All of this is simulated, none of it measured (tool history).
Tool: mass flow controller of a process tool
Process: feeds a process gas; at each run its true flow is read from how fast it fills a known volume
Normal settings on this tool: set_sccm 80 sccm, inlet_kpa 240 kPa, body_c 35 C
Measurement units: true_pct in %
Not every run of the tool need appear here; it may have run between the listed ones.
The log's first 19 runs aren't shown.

run	hour	set_sccm	inlet_kpa	body_c	true_pct
20	3276.3	193	158	29	99.43
21	3488.4	58	151	26	98.81
22	3654.4	80	240	36	99.91
23	3828.9	178	153	20	98.83
# hour 3844.5: controller's zero set anew
24	4060.7	192	182	31	99.90
25	4235.2	30	228	31	101.79
26	4355.4	80	240	25	99.69
# hour 4368.5: controller's zero set anew, once more
27	4484.0	78	148	36	98.63
28	4607.9	169	189	22	98.62
29	4762.2	169	189	22	98.64
30	4931.7	80	207	35	98.85
31	5112.7	178	175	33	99.16
32	5348.6	167	221	34	99.53
33	5565.6	55	240	35	99.09
34	5753.8	55	240	35	99.08
35	5896.3	55	240	35	99.05
36	6057.6	55	240	35	99.05

Estimate the outcome of run 37 from the log above:
37	6289.2	103	240	24	?

Run 37 measured true_pct 98.55 %.
Minus the tool's unlogged condition, the same run would have read true_pct 99.40 %.
